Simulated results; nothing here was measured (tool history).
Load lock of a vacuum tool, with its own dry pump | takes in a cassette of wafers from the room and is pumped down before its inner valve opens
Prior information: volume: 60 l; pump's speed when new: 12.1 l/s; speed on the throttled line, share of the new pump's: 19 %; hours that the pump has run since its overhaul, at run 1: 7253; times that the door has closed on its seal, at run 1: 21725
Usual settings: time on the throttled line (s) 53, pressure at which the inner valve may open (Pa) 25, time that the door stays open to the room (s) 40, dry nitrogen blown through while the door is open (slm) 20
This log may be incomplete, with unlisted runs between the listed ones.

run      day  time on the throttled line (s)  pressure at which the inner valve may open (Pa)  time that the door stays open to the room (s)  dry nitrogen blown through while the door is open (slm)  hours that the pump has run since its overhaul  times that the door has closed on its seal  incoming humidity of the room's air, %  time from the closed door until the inner valve may open (s)  rise of the pressure with all valves shut (Pa/min)
  1    0.000                              53                                               25                                             40                                                       20                                            7253                                       21725                                    45.6                                                          86.4                                               0.193
  2    5.179                              53                                               25                                             40                                                       20                                            7377                                       22080                                    43.5                                                          86.6                                               0.198
  3   14.938                              53                                               25                                             40                                                       20                                            7611                                       22746                                    44.0                                                          85.7                                               0.208
  4   21.571                              53                                               25                                             40                                                       20                                            7770                                       23200                                    41.4                                                          86.6                                               0.210
  5   29.729                              53                                               25                                             40                                                       20                                            7966                                       23758                                    45.6                                                          85.8                                               0.218
  6   34.421                              53                                               25                                             40                                                       20                                            8079                                       24079                                    45.2                                                          86.2                                               0.221
  7   40.775                              71                                               25                                             40                                                       20                                            8231                                       24513                                    43.6                                                         101.1                                               0.222
  8   52.375                              71                                               19                                             40                                                       20                                            8510                                       25306                                    42.5                                                         101.8                                               0.245
  9   63.383                              71                                               19                                             40                                                       20                                            8774                                       26058                                    49.1                                                         104.2                                               0.245
 10   73.850                              71                                               19                                             40                                                       20                                            9025                                       26774                                    46.4                                                         102.2                                               0.252
 11   83.750                              71                                               19                                             40                                                       20                                            9263                                       27451                                    43.1                                                         101.5                                               0.261
 12   90.779                              71                                               19                                             40                                                       20                                            9431                                       27931                                    42.3                                                         101.9                                               0.277
 13   96.071                              53                                               25                                             40                                                       28                                            9558                                       28293                                    45.1                                                          85.8                                               0.267
 14  106.812                              53                                               25                                             40                                                       20                                            9816                                       29027                                    43.3                                                          86.3                                               0.285
 15  118.204                              53                                               25                                             38                                                       20                                           10089                                       29806                                    46.7                                                          86.3                                               0.296
 16  129.879                              36                                               25                                             40                                                       20                                           10370                                       30604                                    47.5                                                          72.9                                               0.305
 17  140.846                              36                                               25                                             40                                                       20                                           10633                                       31354                                    42.9                                                          73.2                                               0.308
 18  149.379                              36                                               25                                             40                                                       20                                           10838                                       31937                                    44.5                                                          74.0                                               0.326
 19  156.025                              36                                               25                                             40                                                       20                                           10997                                       32391                                    43.2                                                          73.0                                               0.334
 20  167.379                              36                                               25                                             40                                                       20                                           11270                                       33167                                    46.2                                                          73.6                                               0.341
 21  175.371                              72                                               48                                             84                                                       20                                           11461                                       33714                                    44.7                                                          98.4                                               0.365

What does the tool deliver on the next run?
 22  185.000                              53                                               27                                             82                                                       12                                           11692                                       34372                                    42.3                                                             ?                                                   ?

time from the closed door until the inner valve may open (s): 86.5
rise of the pressure with all valves shut (Pa/min): 0.372
Were there no unlogged condition in the tool, this run, its random variation unchanged, would have produced time from the closed door until the inner valve may open (s) 83.7, rise of the pressure with all valves shut (Pa/min) 0.019.
